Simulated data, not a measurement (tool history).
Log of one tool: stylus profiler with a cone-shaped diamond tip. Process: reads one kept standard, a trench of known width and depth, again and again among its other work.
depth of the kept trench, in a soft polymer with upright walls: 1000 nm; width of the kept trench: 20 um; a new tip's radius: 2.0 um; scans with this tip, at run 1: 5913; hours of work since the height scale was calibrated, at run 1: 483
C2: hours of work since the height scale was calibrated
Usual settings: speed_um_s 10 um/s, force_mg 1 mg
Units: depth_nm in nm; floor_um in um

{"run": 1, "hour": 0.0, "speed_um_s": 10, "force_mg": 1, "scans with this tip": 5913, "C2": 483, "depth_nm": 1010.37, "floor_um": 15.05}
{"run": 2, "hour": 56.0, "speed_um_s": 10, "force_mg": 1, "scans with this tip": 6435, "C2": 526, "depth_nm": 1010.28, "floor_um": 14.88}
{"run": 3, "hour": 96.0, "speed_um_s": 10, "force_mg": 1, "scans with this tip": 6808, "C2": 556, "depth_nm": 1010.29, "floor_um": 14.88}
{"run": 4, "hour": 170.6, "speed_um_s": 10, "force_mg": 1, "scans with this tip": 7504, "C2": 613, "depth_nm": 1010.47, "floor_um": 14.75}
{"run": 5, "hour": 249.4, "speed_um_s": 10, "force_mg": 1, "scans with this tip": 8239, "C2": 673, "depth_nm": 1010.92, "floor_um": 14.65}
{"run": 6, "hour": 338.1, "speed_um_s": 10, "force_mg": 1, "scans with this tip": 9066, "C2": 741, "depth_nm": 1011.08, "floor_um": 14.5}
{"run": 7, "hour": 426.2, "speed_um_s": 10, "force_mg": 1, "scans with this tip": 9887, "C2": 808, "depth_nm": 1011.45, "floor_um": 14.34}
{"run": 8, "hour": 510.6, "speed_um_s": 10, "force_mg": 1.12, "scans with this tip": 10674, "C2": 872, "depth_nm": 1012.42, "floor_um": 14.23}
{"hour": 519.3, "done": "new tip fitted, height scale calibrated"}
{"run": 9, "hour": 595.1, "speed_um_s": 10, "force_mg": 1.12, "scans with this tip": 707, "C2": 58, "depth_nm": 1009.02, "floor_um": 16.32}
{"run": 10, "hour": 670.1, "speed_um_s": 17, "force_mg": 0.53, "scans with this tip": 1405, "C2": 115, "depth_nm": 1006.11, "floor_um": 16.08}
{"run": 11, "hour": 723.0, "speed_um_s": 17, "force_mg": 0.53, "scans with this tip": 1899, "C2": 155, "depth_nm": 1006.27, "floor_um": 16.01}
{"run": 12, "hour": 784.1, "speed_um_s": 17, "force_mg": 0.53, "scans with this tip": 2469, "C2": 202, "depth_nm": 1006.14, "floor_um": 15.8}
{"run": 13, "hour": 858.3, "speed_um_s": 20, "force_mg": 1.36, "scans with this tip": 3160, "C2": 258, "depth_nm": 1011.21, "floor_um": 15.76}
{"run": 14, "hour": 915.5, "speed_um_s": 20, "force_mg": 1.36, "scans with this tip": 3694, "C2": 302, "depth_nm": 1011.41, "floor_um": 15.66}
{"run": 15, "hour": 1005.7, "speed_um_s": 2, "force_mg": 0.49, "scans with this tip": 4535, "C2": 371, "depth_nm": 1006.45, "floor_um": 15.53}
{"run": 16, "hour": 1045.2, "speed_um_s": 2, "force_mg": 0.49, "scans with this tip": 4903, "C2": 401, "depth_nm": 1006.81, "floor_um": 15.44}
{"run": 17, "hour": 1086.1, "speed_um_s": 15, "force_mg": 1.11, "scans with this tip": 5285, "C2": 432, "depth_nm": 1010.52, "floor_um": 15.3}
{"run": 18, "hour": 1178.7, "speed_um_s": 2, "force_mg": 1.35, "scans with this tip": 6148, "C2": 502, "depth_nm": 1011.98, "floor_um": 15.22}

3 ways to go on from here, each from the tool as it stands after run 18. What would each give?
{"run": "A", "hour": 1263.4, "speed_um_s": 22, "force_mg": 2.66, "scans with this tip": 6937, "C2": 567, "depth_nm": "?", "floor_um": "?"}
{"run": "B", "hour": 1263.4, "speed_um_s": 3, "force_mg": 0.45, "scans with this tip": 6937, "C2": 567, "depth_nm": "?", "floor_um": "?"}
{"run": "C", "hour": 1263.4, "speed_um_s": 4, "force_mg": 1, "scans with this tip": 6937, "C2": 567, "depth_nm": "?", "floor_um": "?"}

run=A depth_nm=1017.8 floor_um=15
run=B depth_nm=1007.18 floor_um=15.08
run=C depth_nm=1010.38 floor_um=15.11
Without the tool's hidden state the same runs would have given:
run=A depth_nm=1015.45 floor_um=16.44
run=B depth_nm=1004.85 floor_um=16.51
run=C depth_nm=1008.05 floor_um=16.55

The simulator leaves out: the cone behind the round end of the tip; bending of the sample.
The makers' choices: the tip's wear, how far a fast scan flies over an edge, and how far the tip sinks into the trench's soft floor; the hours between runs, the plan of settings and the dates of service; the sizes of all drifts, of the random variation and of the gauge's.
